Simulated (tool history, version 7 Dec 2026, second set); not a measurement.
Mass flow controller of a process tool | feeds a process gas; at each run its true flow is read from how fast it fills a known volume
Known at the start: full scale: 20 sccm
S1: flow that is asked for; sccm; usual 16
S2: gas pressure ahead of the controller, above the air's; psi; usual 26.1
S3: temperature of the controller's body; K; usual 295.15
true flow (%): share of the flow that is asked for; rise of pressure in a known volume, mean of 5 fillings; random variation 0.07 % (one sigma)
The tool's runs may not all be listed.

{"run": 1, "hour": 0.0, "S1": 16, "S2": 26.1, "S3": 295.15, "true flow (%)": 99.07}
{"run": 2, "hour": 127.6, "S1": 16, "S2": 26.1, "S3": 295.15, "true flow (%)": 98.98}
{"run": 3, "hour": 286.9, "S1": 16, "S2": 26.1, "S3": 295.15, "true flow (%)": 99.05}
{"run": 4, "hour": 445.0, "S1": 16, "S2": 24.9, "S3": 295.15, "true flow (%)": 99.02}
{"run": 5, "hour": 557.6, "S1": 16, "S2": 22.9, "S3": 295.15, "true flow (%)": 98.99}
{"run": 6, "hour": 804.1, "S1": 16, "S2": 22.9, "S3": 295.15, "true flow (%)": 98.9}
{"run": 7, "hour": 924.0, "S1": 16, "S2": 22.9, "S3": 295.15, "true flow (%)": 99.02}
{"run": 8, "hour": 1048.0, "S1": 16, "S2": 22.9, "S3": 295.15, "true flow (%)": 98.92}
{"run": 9, "hour": 1259.8, "S1": 16, "S2": 22.9, "S3": 295.15, "true flow (%)": 98.98}
{"run": 10, "hour": 1380.8, "S1": 16, "S2": 22.9, "S3": 295.15, "true flow (%)": 98.98}
{"run": 11, "hour": 1541.2, "S1": 16, "S2": 22.9, "S3": 295.15, "true flow (%)": 99.06}
{"run": 12, "hour": 1699.7, "S1": 16, "S2": 22.9, "S3": 295.15, "true flow (%)": 98.88}
{"run": 13, "hour": 1843.1, "S1": 16, "S2": 22.9, "S3": 295.15, "true flow (%)": 98.86}
{"run": 14, "hour": 2001.1, "S1": 3, "S2": 22.8, "S3": 295.15, "true flow (%)": 96.58}
{"run": 15, "hour": 2241.2, "S1": 3, "S2": 22.8, "S3": 295.15, "true flow (%)": 96.71}
{"run": 16, "hour": 2405.2, "S1": 3, "S2": 26.1, "S3": 297.15, "true flow (%)": 96.8}
{"run": 17, "hour": 2629.4, "S1": 3, "S2": 26.1, "S3": 297.15, "true flow (%)": 96.97}
{"run": 18, "hour": 2843.0, "S1": 9, "S2": 25.2, "S3": 295.15, "true flow (%)": 97.89}

Forecast each of these 4 alternatives for the next run:
{"run": "A", "hour": 3042.0, "S1": 7, "S2": 26.1, "S3": 295.15, "true flow (%)": "?"}
{"run": "B", "hour": 3042.0, "S1": 13, "S2": 34.8, "S3": 307.15, "true flow (%)": "?"}
{"run": "C", "hour": 3042.0, "S1": 10, "S2": 24.2, "S3": 295.15, "true flow (%)": "?"}
{"run": "D", "hour": 3042.0, "S1": 9, "S2": 30.2, "S3": 295.15, "true flow (%)": "?"}

run=A true_flow_(%)=97.53
run=B true_flow_(%)=99.36
run=C true_flow_(%)=97.85
run=D true_flow_(%)=97.94
Without the tool's hidden state the same runs would have given:
run=A true_flow_(%)=97.53
run=B true_flow_(%)=99.37
run=C true_flow_(%)=97.85
run=D true_flow_(%)=97.94
